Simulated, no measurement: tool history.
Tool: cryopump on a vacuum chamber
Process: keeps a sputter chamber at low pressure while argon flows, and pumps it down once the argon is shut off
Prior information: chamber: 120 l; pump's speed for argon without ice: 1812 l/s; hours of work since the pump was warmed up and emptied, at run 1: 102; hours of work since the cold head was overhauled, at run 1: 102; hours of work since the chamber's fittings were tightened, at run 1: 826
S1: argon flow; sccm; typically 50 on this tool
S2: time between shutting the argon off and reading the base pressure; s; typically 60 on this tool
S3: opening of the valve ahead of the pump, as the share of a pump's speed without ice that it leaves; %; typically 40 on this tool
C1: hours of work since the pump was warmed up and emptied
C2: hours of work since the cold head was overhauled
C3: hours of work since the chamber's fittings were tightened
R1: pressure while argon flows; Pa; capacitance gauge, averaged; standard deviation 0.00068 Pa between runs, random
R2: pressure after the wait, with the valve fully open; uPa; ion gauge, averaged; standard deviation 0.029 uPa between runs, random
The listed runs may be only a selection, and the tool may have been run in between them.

{"run": 1, "hour": 0.0, "S1": 50, "S2": 60, "S3": 40, "C1": 102, "C2": 102, "C3": 826, "R1": 0.1184, "R2": 2.56}
{"run": 2, "hour": 25.1, "S1": 50, "S2": 60, "S3": 40, "C1": 115, "C2": 115, "C3": 840, "R1": 0.119, "R2": 2.55}
{"run": 3, "hour": 53.0, "S1": 50, "S2": 60, "S3": 40, "C1": 130, "C2": 130, "C3": 854, "R1": 0.1176, "R2": 2.54}
{"run": 4, "hour": 82.2, "S1": 50, "S2": 60, "S3": 40, "C1": 145, "C2": 145, "C3": 870, "R1": 0.1183, "R2": 2.7}
{"run": 5, "hour": 125.4, "S1": 50, "S2": 60, "S3": 47, "C1": 168, "C2": 168, "C3": 893, "R1": 0.1022, "R2": 2.58}
{"run": 6, "hour": 154.2, "S1": 50, "S2": 60, "S3": 47, "C1": 183, "C2": 183, "C3": 908, "R1": 0.1017, "R2": 2.68}
{"run": 7, "hour": 194.4, "S1": 50, "S2": 60, "S3": 40, "C1": 205, "C2": 205, "C3": 929, "R1": 0.1215, "R2": 2.65}
{"run": 8, "hour": 231.5, "S1": 50, "S2": 60, "S3": 40, "C1": 224, "C2": 224, "C3": 949, "R1": 0.1207, "R2": 2.69}
{"run": 9, "hour": 259.7, "S1": 50, "S2": 60, "S3": 40, "C1": 239, "C2": 239, "C3": 964, "R1": 0.121, "R2": 2.76}
{"run": 10, "hour": 290.4, "S1": 50, "S2": 60, "S3": 40, "C1": 256, "C2": 256, "C3": 980, "R1": 0.1204, "R2": 2.73}
{"run": 11, "hour": 322.4, "S1": 31, "S2": 30, "S3": 35, "C1": 273, "C2": 273, "C3": 997, "R1": 0.0851, "R2": 4.12}
{"run": 12, "hour": 343.1, "S1": 31, "S2": 30, "S3": 35, "C1": 284, "C2": 284, "C3": 1008, "R1": 0.0851, "R2": 4.09}
{"run": 13, "hour": 372.5, "S1": 98, "S2": 282, "S3": 45, "C1": 299, "C2": 299, "C3": 1024, "R1": 0.2134, "R2": 1.86}
{"run": 14, "hour": 401.7, "S1": 23, "S2": 60, "S3": 46, "C1": 315, "C2": 315, "C3": 1039, "R1": 0.0488, "R2": 2.93}
{"run": 15, "hour": 424.9, "S1": 64, "S2": 39, "S3": 44, "C1": 327, "C2": 327, "C3": 1052, "R1": 0.1427, "R2": 3.48}
{"run": 16, "hour": 468.2, "S1": 54, "S2": 21, "S3": 16, "C1": 350, "C2": 350, "C3": 1075, "R1": 0.3214, "R2": 5.43}
{"run": 17, "hour": 486.7, "S1": 50, "S2": 98, "S3": 19, "C1": 360, "C2": 360, "C3": 1084, "R1": 0.2504, "R2": 2.51}

Hidden state or all else? Some run-to-run changes of R1, split into what the settings, what came in and random variation would give without the hidden state, and what is left for the hidden state (with any gauge scatter that isn't in both results):
Hidden conditions of the tool in this case: pump's speed, % of a pump's without ice; cold plate's temperature, K; leak into the chamber, uPa l/s; drift of the gauge itself on working_pa, %; drift of the gauge itself on base_upa, %.
Run 13 -> 14: S1 98 -> 23, S2 282 -> 60, S3 45 -> 46. R1 -0.1646 Pa: hidden state -0.0072, all else -0.1574.
Run 15 -> 16: S1 64 -> 54, S2 39 -> 21, S3 44 -> 16. R1 +0.1787 Pa: hidden state -0.0005, all else +0.1792.
